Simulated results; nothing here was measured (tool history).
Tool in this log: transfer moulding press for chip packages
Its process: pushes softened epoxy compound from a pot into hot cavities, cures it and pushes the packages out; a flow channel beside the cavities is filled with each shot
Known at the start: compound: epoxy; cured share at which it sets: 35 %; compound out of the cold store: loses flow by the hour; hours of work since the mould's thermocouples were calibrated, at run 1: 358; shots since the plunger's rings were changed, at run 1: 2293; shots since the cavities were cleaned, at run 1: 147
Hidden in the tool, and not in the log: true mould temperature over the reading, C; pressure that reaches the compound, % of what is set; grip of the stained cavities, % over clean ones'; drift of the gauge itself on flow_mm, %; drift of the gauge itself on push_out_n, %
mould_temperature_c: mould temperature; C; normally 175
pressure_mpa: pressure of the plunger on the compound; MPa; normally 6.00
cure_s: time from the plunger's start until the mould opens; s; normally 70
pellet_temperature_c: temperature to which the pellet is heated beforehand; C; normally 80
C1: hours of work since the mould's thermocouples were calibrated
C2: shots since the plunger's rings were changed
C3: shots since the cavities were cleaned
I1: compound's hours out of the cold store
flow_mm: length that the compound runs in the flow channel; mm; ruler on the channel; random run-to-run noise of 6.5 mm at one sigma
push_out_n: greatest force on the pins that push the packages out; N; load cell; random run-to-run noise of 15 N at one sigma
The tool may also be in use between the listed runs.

{"run": 1, "hour": 0.0, "mould_temperature_c": 175, "pressure_mpa": 6.0, "cure_s": 70, "pellet_temperature_c": 80, "C1": 358, "C2": 2293, "C3": 147, "I1": 10.5, "flow_mm": 733, "push_out_n": 720}
{"run": 2, "hour": 22.5, "mould_temperature_c": 175, "pressure_mpa": 6.0, "cure_s": 70, "pellet_temperature_c": 80, "C1": 371, "C2": 2564, "C3": 418, "I1": 21.5, "flow_mm": 704, "push_out_n": 693}
{"run": 3, "hour": 42.2, "mould_temperature_c": 175, "pressure_mpa": 6.0, "cure_s": 70, "pellet_temperature_c": 80, "C1": 382, "C2": 2801, "C3": 655, "I1": 35.2, "flow_mm": 681, "push_out_n": 716}
{"run": 4, "hour": 67.6, "mould_temperature_c": 175, "pressure_mpa": 6.0, "cure_s": 70, "pellet_temperature_c": 80, "C1": 396, "C2": 3105, "C3": 959, "I1": 42.0, "flow_mm": 679, "push_out_n": 696}
{"hour": 79.1, "done": "cavities cleaned with cleaning compound and waxed"}
{"run": 5, "hour": 89.1, "mould_temperature_c": 175, "pressure_mpa": 6.0, "cure_s": 70, "pellet_temperature_c": 80, "C1": 408, "C2": 3346, "C3": 120, "I1": 27.5, "flow_mm": 702, "push_out_n": 706}
{"run": 6, "hour": 106.5, "mould_temperature_c": 175, "pressure_mpa": 6.0, "cure_s": 70, "pellet_temperature_c": 80, "C1": 418, "C2": 3556, "C3": 330, "I1": 39.9, "flow_mm": 680, "push_out_n": 719}
{"run": 7, "hour": 122.2, "mould_temperature_c": 175, "pressure_mpa": 6.0, "cure_s": 70, "pellet_temperature_c": 80, "C1": 426, "C2": 3745, "C3": 519, "I1": 18.9, "flow_mm": 703, "push_out_n": 746}
{"run": 8, "hour": 145.0, "mould_temperature_c": 175, "pressure_mpa": 6.0, "cure_s": 70, "pellet_temperature_c": 80, "C1": 439, "C2": 4018, "C3": 792, "I1": 34.7, "flow_mm": 690, "push_out_n": 735}
{"hour": 149.9, "done": "plunger's sealing rings changed"}
{"run": 9, "hour": 165.6, "mould_temperature_c": 175, "pressure_mpa": 6.0, "cure_s": 70, "pellet_temperature_c": 80, "C1": 449, "C2": 189, "C3": 1010, "I1": 42.3, "flow_mm": 687, "push_out_n": 688}
{"hour": 173.7, "done": "cavities cleaned with cleaning compound and waxed"}
{"run": 10, "hour": 177.8, "mould_temperature_c": 175, "pressure_mpa": 6.0, "cure_s": 70, "pellet_temperature_c": 80, "C1": 455, "C2": 318, "C3": 49, "I1": 27.9, "flow_mm": 693, "push_out_n": 718}
{"run": 11, "hour": 202.6, "mould_temperature_c": 175, "pressure_mpa": 6.0, "cure_s": 70, "pellet_temperature_c": 80, "C1": 469, "C2": 616, "C3": 347, "I1": 40.5, "flow_mm": 680, "push_out_n": 694}
{"run": 12, "hour": 216.8, "mould_temperature_c": 175, "pressure_mpa": 6.0, "cure_s": 70, "pellet_temperature_c": 80, "C1": 477, "C2": 787, "C3": 518, "I1": 37.4, "flow_mm": 689, "push_out_n": 700}
{"run": 13, "hour": 232.3, "mould_temperature_c": 175, "pressure_mpa": 6.0, "cure_s": 70, "pellet_temperature_c": 80, "C1": 486, "C2": 974, "C3": 705, "I1": 38.8, "flow_mm": 683, "push_out_n": 719}
{"run": 14, "hour": 248.9, "mould_temperature_c": 175, "pressure_mpa": 6.0, "cure_s": 70, "pellet_temperature_c": 80, "C1": 495, "C2": 1173, "C3": 904, "I1": 42.9, "flow_mm": 675, "push_out_n": 686}
{"hour": 266.0, "done": "cavities cleaned with cleaning compound and waxed"}
{"run": 15, "hour": 266.2, "mould_temperature_c": 175, "pressure_mpa": 6.0, "cure_s": 70, "pellet_temperature_c": 80, "C1": 504, "C2": 1364, "C3": 3, "I1": 8.9, "flow_mm": 730, "push_out_n": 762}
{"run": 16, "hour": 282.1, "mould_temperature_c": 179, "pressure_mpa": 5.18, "cure_s": 70, "pellet_temperature_c": 80, "C1": 513, "C2": 1554, "C3": 193, "I1": 23.1, "flow_mm": 644, "push_out_n": 543}
{"run": 17, "hour": 299.8, "mould_temperature_c": 175, "pressure_mpa": 6.0, "cure_s": 78, "pellet_temperature_c": 70, "C1": 523, "C2": 1768, "C3": 407, "I1": 38.8, "flow_mm": 670, "push_out_n": 536}
{"hour": 313.8, "done": "mould's thermocouples calibrated"}
{"run": 18, "hour": 318.8, "mould_temperature_c": 170, "pressure_mpa": 6.0, "cure_s": 90, "pellet_temperature_c": 84, "C1": 3, "C2": 1972, "C3": 611, "I1": 10.7, "flow_mm": 739, "push_out_n": 558}
{"run": 19, "hour": 330.4, "mould_temperature_c": 175, "pressure_mpa": 5.8, "cure_s": 70, "pellet_temperature_c": 80, "C1": 9, "C2": 2111, "C3": 750, "I1": 44.8, "flow_mm": 656, "push_out_n": 692}
{"run": 20, "hour": 341.7, "mould_temperature_c": 175, "pressure_mpa": 5.8, "cure_s": 70, "pellet_temperature_c": 80, "C1": 16, "C2": 2248, "C3": 887, "I1": 24.5, "flow_mm": 688, "push_out_n": 726}
{"run": 21, "hour": 354.3, "mould_temperature_c": 168, "pressure_mpa": 6.0, "cure_s": 106, "pellet_temperature_c": 80, "C1": 23, "C2": 2399, "C3": 1038, "I1": 14.9, "flow_mm": 731, "push_out_n": 447}
{"hour": 359.8, "done": "cavities cleaned with cleaning compound and waxed"}
{"run": 22, "hour": 381.0, "mould_temperature_c": 175, "pressure_mpa": 6.14, "cure_s": 70, "pellet_temperature_c": 83, "C1": 37, "C2": 2701, "C3": 254, "I1": 13.7, "flow_mm": 723, "push_out_n": 707}
{"run": 23, "hour": 392.8, "mould_temperature_c": 181, "pressure_mpa": 5.93, "cure_s": 70, "pellet_temperature_c": 88, "C1": 44, "C2": 2844, "C3": 397, "I1": 22.3, "flow_mm": 694, "push_out_n": 459}
{"run": 24, "hour": 409.6, "mould_temperature_c": 175, "pressure_mpa": 5.71, "cure_s": 70, "pellet_temperature_c": 85, "C1": 53, "C2": 3046, "C3": 599, "I1": 28.0, "flow_mm": 674, "push_out_n": 688}
{"run": 25, "hour": 429.0, "mould_temperature_c": 175, "pressure_mpa": 5.71, "cure_s": 70, "pellet_temperature_c": 85, "C1": 64, "C2": 3280, "C3": 833, "I1": 11.6, "flow_mm": 705, "push_out_n": 730}
{"run": 26, "hour": 448.3, "mould_temperature_c": 175, "pressure_mpa": 7.37, "cure_s": 70, "pellet_temperature_c": 83, "C1": 75, "C2": 3511, "C3": 1064, "I1": 11.1, "flow_mm": 804, "push_out_n": 744}
{"hour": 452.2, "done": "cavities cleaned with cleaning compound and waxed"}
{"run": 27, "hour": 466.0, "mould_temperature_c": 180, "pressure_mpa": 6.0, "cure_s": 70, "pellet_temperature_c": 80, "C1": 84, "C2": 3707, "C3": 167, "I1": 41.8, "flow_mm": 662, "push_out_n": 492}
{"run": 28, "hour": 481.4, "mould_temperature_c": 175, "pressure_mpa": 6.0, "cure_s": 56, "pellet_temperature_c": 82, "C1": 93, "C2": 3891, "C3": 351, "I1": 20.0, "flow_mm": 720, "push_out_n": 1270}
{"hour": 497.0, "done": "plunger's sealing rings changed"}
{"run": 29, "hour": 508.0, "mould_temperature_c": 181, "pressure_mpa": 7.15, "cure_s": 68, "pellet_temperature_c": 88, "C1": 106, "C2": 134, "C3": 642, "I1": 38.1, "flow_mm": 732, "push_out_n": 466}

Below are 3 alternative next runs, each starting from the tool's condition after run 29. Predict each:
{"run": "A", "hour": 529.4, "mould_temperature_c": 175, "pressure_mpa": 6.0, "cure_s": 96, "pellet_temperature_c": 89, "C1": 118, "C2": 391, "C3": 899, "I1": 16.4, "flow_mm": "?", "push_out_n": "?"}
{"run": "B", "hour": 529.4, "mould_temperature_c": 175, "pressure_mpa": 6.97, "cure_s": 70, "pellet_temperature_c": 80, "C1": 118, "C2": 391, "C3": 899, "I1": 34.3, "flow_mm": "?", "push_out_n": "?"}
{"run": "C", "hour": 529.4, "mould_temperature_c": 173, "pressure_mpa": 6.0, "cure_s": 57, "pellet_temperature_c": 80, "C1": 118, "C2": 391, "C3": 899, "I1": 28.4, "flow_mm": "?", "push_out_n": "?"}

run=A flow_mm=711 push_out_n=360
run=B flow_mm=729 push_out_n=672
run=C flow_mm=698 push_out_n=1331
Without the tool's hidden state the same runs would have given:
run=A flow_mm=711 push_out_n=358
run=B flow_mm=729 push_out_n=668
run=C flow_mm=699 push_out_n=1323

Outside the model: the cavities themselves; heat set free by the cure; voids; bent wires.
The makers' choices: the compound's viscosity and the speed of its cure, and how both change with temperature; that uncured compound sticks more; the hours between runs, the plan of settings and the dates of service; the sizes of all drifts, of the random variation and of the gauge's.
